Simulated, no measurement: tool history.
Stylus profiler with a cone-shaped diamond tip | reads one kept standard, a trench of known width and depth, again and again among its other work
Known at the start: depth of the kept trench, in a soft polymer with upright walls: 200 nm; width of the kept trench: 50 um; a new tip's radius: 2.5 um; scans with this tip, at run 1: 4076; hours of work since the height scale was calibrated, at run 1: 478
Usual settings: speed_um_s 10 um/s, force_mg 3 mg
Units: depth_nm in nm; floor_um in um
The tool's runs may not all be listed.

run   hour  speed_um_s  force_mg  scans with this tip  hours of work since the height scale was calibrated  depth_nm  floor_um
  1      0          10         3                 4076                                                  478    202.79     48.01
  2     21          10       1.2                 4151                                                  487    201.41     48.03
  3   55.3          10       1.2                 4273                                                  501    201.53     47.95
  4   94.6          10      3.69                 4414                                                  518    203.28     48.01
  5    124          10      3.69                 4519                                                  530    203.18     48.02
  6  165.6          10      3.62                 4667                                                  548    203.11        48
  7  190.2          10      3.62                 4755                                                  558    203.21     48.05

Forecast run 8:
  8   225           6      4.25                 4879                                                  572         ?         ?

Run 8 gave depth_nm 203.46 nm, floor_um 48.08 um.
Without the tool's hidden state the same run would have given depth_nm 203.45 nm, floor_um 48.08 um.

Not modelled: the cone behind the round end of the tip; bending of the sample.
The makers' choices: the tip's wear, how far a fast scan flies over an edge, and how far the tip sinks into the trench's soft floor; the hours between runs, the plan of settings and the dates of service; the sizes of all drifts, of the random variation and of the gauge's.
